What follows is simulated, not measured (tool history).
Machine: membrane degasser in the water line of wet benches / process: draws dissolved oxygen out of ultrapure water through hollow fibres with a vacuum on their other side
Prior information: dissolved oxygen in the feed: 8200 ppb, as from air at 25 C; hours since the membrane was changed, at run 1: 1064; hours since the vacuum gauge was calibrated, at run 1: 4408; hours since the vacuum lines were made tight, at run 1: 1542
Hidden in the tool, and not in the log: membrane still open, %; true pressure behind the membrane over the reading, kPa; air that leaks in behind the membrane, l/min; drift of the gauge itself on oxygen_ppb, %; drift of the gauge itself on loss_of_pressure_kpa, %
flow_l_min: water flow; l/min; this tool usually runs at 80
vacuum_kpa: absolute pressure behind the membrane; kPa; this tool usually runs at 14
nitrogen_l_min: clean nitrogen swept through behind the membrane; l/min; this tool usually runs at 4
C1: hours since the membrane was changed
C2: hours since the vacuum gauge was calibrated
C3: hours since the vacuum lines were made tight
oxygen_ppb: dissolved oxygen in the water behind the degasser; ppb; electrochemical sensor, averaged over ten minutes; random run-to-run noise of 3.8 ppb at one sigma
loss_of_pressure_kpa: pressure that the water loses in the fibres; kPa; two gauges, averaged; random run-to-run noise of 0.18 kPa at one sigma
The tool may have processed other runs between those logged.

{"run": 1, "day": 0.0, "flow_l_min": 80, "vacuum_kpa": 14, "nitrogen_l_min": 4, "C1": 1064, "C2": 4408, "C3": 1542, "oxygen_ppb": 521.4, "loss_of_pressure_kpa": 35.61}
{"run": 2, "day": 14.729, "flow_l_min": 80, "vacuum_kpa": 14, "nitrogen_l_min": 4, "C1": 1418, "C2": 4762, "C3": 1896, "oxygen_ppb": 525.9, "loss_of_pressure_kpa": 35.81}
{"run": 3, "day": 24.971, "flow_l_min": 80, "vacuum_kpa": 14, "nitrogen_l_min": 4, "C1": 1664, "C2": 5008, "C3": 2141, "oxygen_ppb": 526.5, "loss_of_pressure_kpa": 35.95}
{"run": 4, "day": 35.192, "flow_l_min": 125, "vacuum_kpa": 14, "nitrogen_l_min": 4, "C1": 1909, "C2": 5253, "C3": 2387, "oxygen_ppb": 825.3, "loss_of_pressure_kpa": 55.74}
{"run": 5, "day": 47.025, "flow_l_min": 80, "vacuum_kpa": 14, "nitrogen_l_min": 4, "C1": 2193, "C2": 5537, "C3": 2671, "oxygen_ppb": 528.6, "loss_of_pressure_kpa": 36.13}
{"run": 6, "day": 58.088, "flow_l_min": 80, "vacuum_kpa": 14, "nitrogen_l_min": 3.91, "C1": 2458, "C2": 5803, "C3": 2936, "oxygen_ppb": 536.6, "loss_of_pressure_kpa": 35.84}
{"run": 7, "day": 68.258, "flow_l_min": 80, "vacuum_kpa": 14, "nitrogen_l_min": 3.91, "C1": 2703, "C2": 6047, "C3": 3180, "oxygen_ppb": 536.5, "loss_of_pressure_kpa": 36.16}
{"run": 8, "day": 81.804, "flow_l_min": 80, "vacuum_kpa": 14, "nitrogen_l_min": 4, "C1": 3028, "C2": 6372, "C3": 3505, "oxygen_ppb": 527.9, "loss_of_pressure_kpa": 36.16}
{"run": 9, "day": 89.067, "flow_l_min": 80, "vacuum_kpa": 14, "nitrogen_l_min": 4, "C1": 3202, "C2": 6546, "C3": 3680, "oxygen_ppb": 525.2, "loss_of_pressure_kpa": 36.33}

Run 10 is up next; what results do you expect?
{"run": 10, "day": 95.942, "flow_l_min": 80, "vacuum_kpa": 11.4, "nitrogen_l_min": 2.23, "C1": 3367, "C2": 6711, "C3": 3845, "oxygen_ppb": "?", "loss_of_pressure_kpa": "?"}

Logged for run 10: oxygen_ppb 651.5 ppb, loss_of_pressure_kpa 36.1 kPa.
Were there no unlogged condition in the tool, this run, its random variation unchanged, would have produced oxygen_ppb 614.6 ppb, loss_of_pressure_kpa 34.77 kPa.

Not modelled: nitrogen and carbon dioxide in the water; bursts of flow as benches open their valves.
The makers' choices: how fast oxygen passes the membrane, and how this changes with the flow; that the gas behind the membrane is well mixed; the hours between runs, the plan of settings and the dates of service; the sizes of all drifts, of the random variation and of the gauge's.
